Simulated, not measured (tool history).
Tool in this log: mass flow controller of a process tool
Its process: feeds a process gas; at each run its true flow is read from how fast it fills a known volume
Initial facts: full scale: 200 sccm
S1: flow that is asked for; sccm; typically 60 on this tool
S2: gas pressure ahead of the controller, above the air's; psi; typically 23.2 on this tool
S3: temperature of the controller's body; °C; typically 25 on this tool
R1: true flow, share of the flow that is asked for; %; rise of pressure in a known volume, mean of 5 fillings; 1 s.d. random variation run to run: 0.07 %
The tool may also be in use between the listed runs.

run 1 day=0.000 | S1=60 S2=23.2 S3=25 | R1=97.24
run 2 day=2.738 | S1=60 S2=23.2 S3=25 | R1=97.07
run 3 day=5.333 | S1=60 S2=23.2 S3=25 | R1=97.06
run 4 day=10.058 | S1=60 S2=23.2 S3=25 | R1=97.06
run 5 day=14.596 | S1=60 S2=23.2 S3=25 | R1=96.97
run 6 day=17.838 | S1=60 S2=23.2 S3=25 | R1=97.02
run 7 day=20.438 | S1=60 S2=23.2 S3=21 | R1=96.68
run 8 day=24.846 | S1=60 S2=23.2 S3=21 | R1=96.68
run 9 day=29.150 | S1=60 S2=23.2 S3=21 | R1=96.78
run 10 day=32.567 | S1=60 S2=23.2 S3=21 | R1=96.71
run 11 day=34.750 | S1=60 S2=23.2 S3=21 | R1=96.65
run 12 day=38.296 | S1=60 S2=23.2 S3=21 | R1=96.68
run 13 day=42.012 | S1=60 S2=20.7 S3=25 | R1=96.91
run 14 day=46.208 | S1=60 S2=23.2 S3=25 | R1=96.90
run 15 day=49.050 | S1=60 S2=23.2 S3=25 | R1=96.69
run 16 day=52.979 | S1=60 S2=23.2 S3=30 | R1=97.02
run 17 day=55.992 | S1=60 S2=23.2 S3=30 | R1=96.94
run 18 day=58.050 | S1=64 S2=23.2 S3=25 | R1=96.97
run 19 day=61.138 | S1=60 S2=23.2 S3=20 | R1=96.46
run 20 day=64.554 | S1=152 S2=23.2 S3=20 | R1=98.36
run 21 day=66.554 | S1=152 S2=23.2 S3=20 | R1=98.36
run 22 day=69.100 | S1=60 S2=23.2 S3=25 | R1=96.72
run 23 day=73.275 | S1=60 S2=23.2 S3=25 | R1=96.47
run 24 day=76.412 | S1=89 S2=23.2 S3=25 | R1=97.30
run 25 day=80.238 | S1=183 S2=23.2 S3=36 | R1=99.30
run 26 day=82.971 | S1=27 S2=39.2 S3=40 | R1=94.25
run 27 day=85.371 | S1=27 S2=39.2 S3=40 | R1=94.23
run 28 day=90.083 | S1=27 S2=39.2 S3=26 | R1=93.69
run 29 day=94.579 | S1=42 S2=30.0 S3=26 | R1=95.27
run 30 day=96.592 | S1=42 S2=30.0 S3=26 | R1=95.37
run 31 day=99.746 | S1=42 S2=30.0 S3=26 | R1=95.25
run 32 day=103.571 | S1=27 S2=23.2 S3=35 | R1=94.80
run 33 day=107.112 | S1=27 S2=23.2 S3=35 | R1=94.60
-- day=107.408 controller's zero set anew
run 34 day=111.479 | S1=27 S2=23.2 S3=27 | R1=93.25
run 35 day=115.729 | S1=69 S2=30.5 S3=25 | R1=95.86
-- day=119.504 controller's zero set anew, once more
run 36 day=120.371 | S1=175 S2=37.7 S3=26 | R1=98.51
run 37 day=122.696 | S1=175 S2=37.7 S3=26 | R1=98.47
run 38 day=124.825 | S1=111 S2=32.6 S3=26 | R1=97.90
run 39 day=128.567 | S1=185 S2=39.2 S3=40 | R1=98.98
run 40 day=133.146 | S1=185 S2=39.2 S3=40 | R1=99.05
run 41 day=135.067 | S1=164 S2=36.7 S3=21 | R1=98.13
run 42 day=138.692 | S1=164 S2=36.7 S3=21 | R1=98.11
run 43 day=142.904 | S1=164 S2=36.7 S3=21 | R1=98.04
run 44 day=146.246 | S1=164 S2=36.7 S3=21 | R1=98.09
run 45 day=149.896 | S1=197 S2=20.5 S3=25 | R1=99.42
run 46 day=154.221 | S1=110 S2=20.5 S3=22 | R1=98.11
run 47 day=157.621 | S1=51 S2=31.8 S3=32 | R1=97.17

Here are 4 independent what-if runs from the current tool condition. What would each one return?
run A day=160.638 | S1=108 S2=24.8 S3=29 | R1=?
run B day=160.638 | S1=64 S2=34.8 S3=25 | R1=?
run C day=160.638 | S1=30 S2=26.3 S3=33 | R1=?
run D day=160.638 | S1=20 S2=20.7 S3=32 | R1=?

run=A R1=98.08
run=B R1=96.87
run=C R1=97.05
run=D R1=96.91
What these runs would have given with no unlogged condition in the tool:
run=A R1=99.13
run=B R1=98.00
run=C R1=98.38
run=D R1=98.42

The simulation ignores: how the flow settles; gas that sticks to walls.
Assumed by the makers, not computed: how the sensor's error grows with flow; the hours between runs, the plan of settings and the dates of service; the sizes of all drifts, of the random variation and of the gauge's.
